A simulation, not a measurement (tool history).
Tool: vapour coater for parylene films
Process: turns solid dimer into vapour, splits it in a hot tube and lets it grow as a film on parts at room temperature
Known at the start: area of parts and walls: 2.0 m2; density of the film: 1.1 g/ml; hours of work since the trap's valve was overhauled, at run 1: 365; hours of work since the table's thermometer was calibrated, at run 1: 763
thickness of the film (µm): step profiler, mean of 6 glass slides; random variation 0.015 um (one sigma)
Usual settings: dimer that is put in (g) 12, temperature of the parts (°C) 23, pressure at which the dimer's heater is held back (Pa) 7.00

run,day,dimer that is put in (g),temperature of the parts (°C),pressure at which the dimer's heater is held back (Pa),hours of work since the trap's valve was overhauled,hours of work since the table's thermometer was calibrated,thickness of the film (µm)
1,0.000,12,23,7.00,365,763,2.96
2,1.933,12,23,7.00,400,798,2.96
3,3.629,12,23,7.00,431,829,2.96
# day 4.596: trap's valve overhauled
4,5.062,12,23,7.00,8,852,2.76
5,5.933,12,23,7.00,24,867,2.71
6,7.429,12,23,7.00,51,895,2.72
# day 8.662: trap's valve overhauled, once more
7,9.538,12,23,7.00,16,930,3.29
8,10.738,12,23,7.00,38,952,3.28
9,12.379,12,23,3.29,68,982,3.73
10,13.592,12,23,3.29,90,1004,3.75
11,15.150,12,23,7.00,118,1032,3.21
12,15.988,12,23,7.00,133,1047,3.20
13,17.421,12,17,7.00,159,1073,3.92
14,19.162,7,28,7.00,191,1105,1.55
15,20.000,7,28,7.00,206,1120,1.53
16,21.738,7,28,7.00,237,1151,1.53
17,22.871,12,17,7.00,258,1172,3.88
18,24.625,16,17,7.00,290,1204,5.10
19,26.367,16,17,7.00,322,1236,5.11
20,28.104,12,29,6.62,353,1267,2.50
21,29.588,8,22,11.16,380,1294,1.92
22,30.729,16,21,11.16,401,1315,3.99
23,32.446,19,21,5.44,432,1346,5.39
# day 33.379: trap's valve overhauled
24,34.179,19,27,5.44,15,1374,4.85
25,35.721,6,29,2.70,43,1402,1.61
26,37.279,12,31,6.73,71,1431,2.52

The same runs without the tool's hidden state, with the same run-to-run variation:
The hidden state here: vapour lost through the trap's worn valve, %; true temperature of the parts over the reading, C; drift of the gauge itself on film_um, %.
run,thickness of the film (µm)
1,3.19
2,3.21
3,3.24
4,3.25
5,3.20
6,3.23
7,3.23
8,3.23
9,3.70
10,3.73
11,3.21
12,3.22
13,3.96
14,1.57
15,1.56
16,1.58
17,4.01
18,5.30
19,5.35
20,2.64
21,2.04
22,4.25
23,5.78
24,4.64
25,1.55
26,2.44
